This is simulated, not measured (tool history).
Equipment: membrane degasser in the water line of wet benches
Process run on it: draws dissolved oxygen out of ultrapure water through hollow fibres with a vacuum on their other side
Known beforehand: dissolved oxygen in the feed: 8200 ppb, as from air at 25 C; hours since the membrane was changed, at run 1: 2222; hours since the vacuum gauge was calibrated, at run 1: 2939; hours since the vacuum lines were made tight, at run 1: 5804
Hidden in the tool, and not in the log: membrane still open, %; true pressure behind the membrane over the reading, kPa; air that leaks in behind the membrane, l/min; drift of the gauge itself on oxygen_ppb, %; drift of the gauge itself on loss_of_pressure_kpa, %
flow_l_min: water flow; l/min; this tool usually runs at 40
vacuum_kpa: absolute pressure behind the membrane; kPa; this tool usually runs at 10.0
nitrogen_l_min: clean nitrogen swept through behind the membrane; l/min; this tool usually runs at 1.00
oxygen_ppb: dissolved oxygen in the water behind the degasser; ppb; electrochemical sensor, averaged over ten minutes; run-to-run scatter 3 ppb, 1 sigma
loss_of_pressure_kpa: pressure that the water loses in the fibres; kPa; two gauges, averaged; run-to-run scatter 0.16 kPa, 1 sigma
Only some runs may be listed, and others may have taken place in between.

run,day,flow_l_min,vacuum_kpa,nitrogen_l_min,hours since the membrane was changed,hours since the vacuum gauge was calibrated,hours since the vacuum lines were made tight,oxygen_ppb,loss_of_pressure_kpa
1,0.000,40,10.0,1.00,2222,2939,5804,582.5,38.13
2,2.117,40,10.0,1.00,2273,2989,5855,582.9,38.37
3,5.792,40,16.2,1.00,2361,3078,5943,1007.5,38.16
4,8.050,40,16.2,1.00,2416,3132,5997,1004.7,38.29
5,10.946,40,16.2,1.00,2485,3201,6066,1012.4,38.07
6,13.717,40,16.2,1.00,2552,3268,6133,1001.4,38.52
7,16.592,40,18.1,1.00,2621,3337,6202,1124.0,38.54
# day 17.925: seals of the vacuum lines changed
8,19.075,40,18.1,2.34,2678,3394,28,594.8,37.90
9,22.246,40,13.2,1.00,2754,3471,104,814.3,38.44
10,25.842,40,10.0,1.00,2841,3557,190,593.7,38.51
11,30.004,40,10.0,1.00,2940,3657,290,593.2,38.32
12,34.271,40,12.4,1.00,3043,3759,392,769.9,38.15
13,37.188,40,12.4,1.00,3113,3829,462,757.8,38.62
14,40.833,40,10.0,2.18,3200,3917,550,336.2,38.46
15,44.942,40,10.0,2.18,3299,4015,648,334.0,38.44
16,48.488,40,10.0,2.18,3384,4100,733,336.2,38.71
17,51.942,39,10.0,1.00,3467,4183,816,578.4,37.72
18,55.692,39,10.0,1.00,3557,4273,906,577.5,37.29
19,59.808,29,23.0,2.31,3656,4372,1005,566.0,27.92
20,64.283,34,6.1,1.00,3763,4479,1113,255.5,33.13
# day 64.567: vacuum gauge calibrated
21,67.000,47,10.0,0.57,3828,58,1177,1016.3,45.48
22,69.708,41,13.0,1.31,3893,123,1242,684.2,39.58
23,73.050,41,13.0,1.31,3973,204,1323,693.2,39.65
24,76.204,41,13.0,1.31,4049,279,1398,687.7,39.64
25,78.404,41,13.0,1.31,4102,332,1451,693.0,39.59
26,82.267,41,13.0,1.31,4194,425,1544,692.7,39.40
27,86.338,38,21.7,1.00,4292,523,1641,1329.8,36.50
28,89.254,38,21.7,1.00,4362,592,1711,1336.5,36.76
# day 90.038: vacuum gauge calibrated, once more
29,92.925,46,8.2,0.91,4450,69,1799,540.1,44.38
30,95.717,46,8.2,0.91,4517,136,1866,543.6,44.74
31,97.942,46,8.2,0.91,4570,190,1919,545.0,44.54

Pick out some run-to-run changes in oxygen_ppb. Of each, how much would a tool without hidden state show as well, from the settings, what came in and chance, and how much is left for the hidden state and any gauge scatter not in both results compared?
Run 20 -> 21: flow_l_min 34 -> 47, vacuum_kpa 6.1 -> 10.0, nitrogen_l_min 1.00 -> 0.57, vacuum gauge calibrated. oxygen_ppb +760.8 ppb: hidden state +46.3, all else +714.5.
Run 21 -> 22: flow_l_min 47 -> 41, vacuum_kpa 10.0 -> 13.0, nitrogen_l_min 0.57 -> 1.31. oxygen_ppb -332.1 ppb: hidden state -39.6, all else -292.5.
Run 26 -> 27: flow_l_min 41 -> 38, vacuum_kpa 13.0 -> 21.7, nitrogen_l_min 1.31 -> 1.00. oxygen_ppb +637.1 ppb: hidden state -0.5, all else +637.6.
Run 28 -> 29: flow_l_min 38 -> 46, vacuum_kpa 21.7 -> 8.2, nitrogen_l_min 1.00 -> 0.91, vacuum gauge calibrated, once more. oxygen_ppb -796.4 ppb: hidden state -35.3, all else -761.1.
